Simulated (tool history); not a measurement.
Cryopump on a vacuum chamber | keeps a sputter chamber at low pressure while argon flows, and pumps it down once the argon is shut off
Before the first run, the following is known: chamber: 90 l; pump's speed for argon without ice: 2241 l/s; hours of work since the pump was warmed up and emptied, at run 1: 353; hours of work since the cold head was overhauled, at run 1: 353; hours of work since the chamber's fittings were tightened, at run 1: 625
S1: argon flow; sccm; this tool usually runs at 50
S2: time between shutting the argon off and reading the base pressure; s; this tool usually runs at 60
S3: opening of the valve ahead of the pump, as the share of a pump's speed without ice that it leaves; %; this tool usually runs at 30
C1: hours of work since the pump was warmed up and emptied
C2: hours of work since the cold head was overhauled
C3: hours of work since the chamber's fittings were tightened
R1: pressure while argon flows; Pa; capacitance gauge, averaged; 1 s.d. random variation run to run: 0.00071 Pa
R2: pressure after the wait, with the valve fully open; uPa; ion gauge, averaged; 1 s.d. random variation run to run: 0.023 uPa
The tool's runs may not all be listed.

| run | day | S1 | S2 | S3 | C1 | C2 | C3 | R1 | R2 |
|---|---|---|---|---|---|---|---|---|---|
| 1 | 0 | 50 | 60 | 30 | 353 | 353 | 625 | 0.1296 | 1.2 |
| 2 | 0.392 | 29 | 60 | 30 | 361 | 361 | 633 | 0.0743 | 1.23 |
| 3 | 1.071 | 29 | 60 | 30 | 374 | 374 | 646 | 0.0761 | 1.2 |
| 4 | 1.508 | 50 | 60 | 22 | 383 | 383 | 655 | 0.1754 | 1.23 |
| 5 | 1.988 | 50 | 60 | 22 | 392 | 392 | 664 | 0.175 | 1.23 |
| 6 | 2.579 | 50 | 60 | 22 | 404 | 404 | 676 | 0.1767 | 1.25 |
| 7 | 3.075 | 50 | 29 | 30 | 413 | 413 | 686 | 0.1309 | 1.94 |
| 8 | 3.821 | 50 | 290 | 30 | 428 | 428 | 700 | 0.1309 | 0.73 |
| 9 | 4.167 | 50 | 65 | 21 | 435 | 435 | 707 | 0.1841 | 1.27 |
| 10 | 4.7 | 50 | 65 | 21 | 445 | 445 | 717 | 0.1831 | 1.23 |
| 11 | 5.05 | 34 | 174 | 19 | 452 | 452 | 724 | 0.1394 | 0.88 |
| 12 | 5.779 | 52 | 97 | 30 | 466 | 466 | 739 | 0.1363 | 1.05 |
| 13 | 6.496 | 68 | 60 | 33 | 480 | 480 | 753 | 0.1631 | 1.32 |
| 14 | 6.908 | 50 | 22 | 21 | 488 | 488 | 761 | 0.1851 | 2.55 |

The same runs without the tool's hidden state, with the same run-to-run variation:
Hidden state present: pump's speed, % of a pump's without ice; cold plate's temperature, K; leak into the chamber, uPa l/s; drift of the gauge itself on working_pa, %; drift of the gauge itself on base_upa, %.
| run | R1 | R2 |
|---|---|---|
| 1 | 0.1254 | 0.79 |
| 2 | 0.0719 | 0.81 |
| 3 | 0.0735 | 0.78 |
| 4 | 0.1709 | 0.8 |
| 5 | 0.1705 | 0.79 |
| 6 | 0.172 | 0.8 |
| 7 | 0.126 | 1.49 |
| 8 | 0.1258 | 0.26 |
| 9 | 0.179 | 0.79 |
| 10 | 0.1779 | 0.74 |
| 11 | 0.1357 | 0.38 |
| 12 | 0.1306 | 0.55 |
| 13 | 0.1553 | 0.81 |
| 14 | 0.1793 | 2.02 |
